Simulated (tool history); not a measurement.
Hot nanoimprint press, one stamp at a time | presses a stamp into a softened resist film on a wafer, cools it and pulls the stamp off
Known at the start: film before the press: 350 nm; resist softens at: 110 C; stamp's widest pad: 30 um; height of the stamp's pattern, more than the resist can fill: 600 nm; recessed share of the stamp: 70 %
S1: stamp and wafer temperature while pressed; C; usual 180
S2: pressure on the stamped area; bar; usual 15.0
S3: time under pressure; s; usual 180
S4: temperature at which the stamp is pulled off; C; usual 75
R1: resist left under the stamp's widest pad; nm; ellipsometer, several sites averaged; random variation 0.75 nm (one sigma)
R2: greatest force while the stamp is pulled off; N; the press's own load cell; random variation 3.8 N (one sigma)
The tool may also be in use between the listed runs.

Run 1, hour 0.0: usual settings. Result: R1 201.5 nm, R2 258 N.
Run 2, hour 9.1: usual settings. Result: R1 201.2 nm, R2 259 N.
Run 3, hour 15.6: usual settings. Result: R1 201.9 nm, R2 257 N.
Run 4, hour 23.9: usual settings. Result: R1 202.1 nm, R2 252 N.
Run 5, hour 32.3: usual settings. Result: R1 203.9 nm, R2 264 N.
Run 6, hour 41.7: usual settings. Result: R1 202.5 nm, R2 254 N.
Run 7, hour 49.5: usual settings. Result: R1 202.4 nm, R2 256 N.
Run 8, hour 54.7: usual settings. Result: R1 203.6 nm, R2 257 N.
Run 9, hour 60.0: usual settings but S4 63 C. Result: R1 202.2 nm, R2 364 N.
Run 10, hour 67.6: usual settings but S1 181 C, S3 125 s, S4 76 C. Result: R1 217.0 nm, R2 248 N.
Run 11, hour 72.1: usual settings but S1 181 C, S2 23.4 bar, S3 125 s, S4 76 C. Result: R1 176.8 nm, R2 254 N.
Run 12, hour 80.5: usual settings but S1 190 C, S2 13.3 bar. Result: R1 148.2 nm, R2 255 N.
At hour 87.3: stamp cleaned and given a new release coat.
Run 13, hour 95.5: usual settings but S1 171 C, S2 21.1 bar, S3 307 s, S4 67 C. Result: R1 211.4 nm, R2 267 N.
Run 14, hour 101.9: usual settings but S1 171 C, S2 21.1 bar, S3 307 s, S4 67 C. Result: R1 212.3 nm, R2 250 N.
Run 15, hour 109.5: usual settings but S1 185 C, S2 21.1 bar, S3 307 s, S4 82 C. Result: R1 115.8 nm, R2 168 N.
Run 16, hour 117.8: usual settings but S1 170 C, S2 17.6 bar, S3 136 s, S4 80 C. Result: R1 281.8 nm, R2 181 N.

Hidden state or all else? Some run-to-run changes of R1, split into what the settings, what came in and random variation would give without the hidden state, and what is left for the hidden state (with any gauge scatter that isn't in both results):
The hidden state here: true temperature over the reading, C; pressure that arrives at the usual setting, %; grip of the stamp's worn release coat, % over a new coat's; drift of the gauge itself on residual_nm, %; drift of the gauge itself on pull_off_n, %.
Run 12 -> 13: S1 190 -> 171, S2 13.3 -> 21.1, S3 180 -> 307, S4 75 -> 67, stamp cleaned and given a new release coat. R1 +63.2 nm: hidden state +3.2, all else +60.0.
Run 15 -> 16: S1 185 -> 170, S2 21.1 -> 17.6, S3 307 -> 136, S4 82 -> 80. R1 +166.0 nm: hidden state +1.6, all else +164.4.
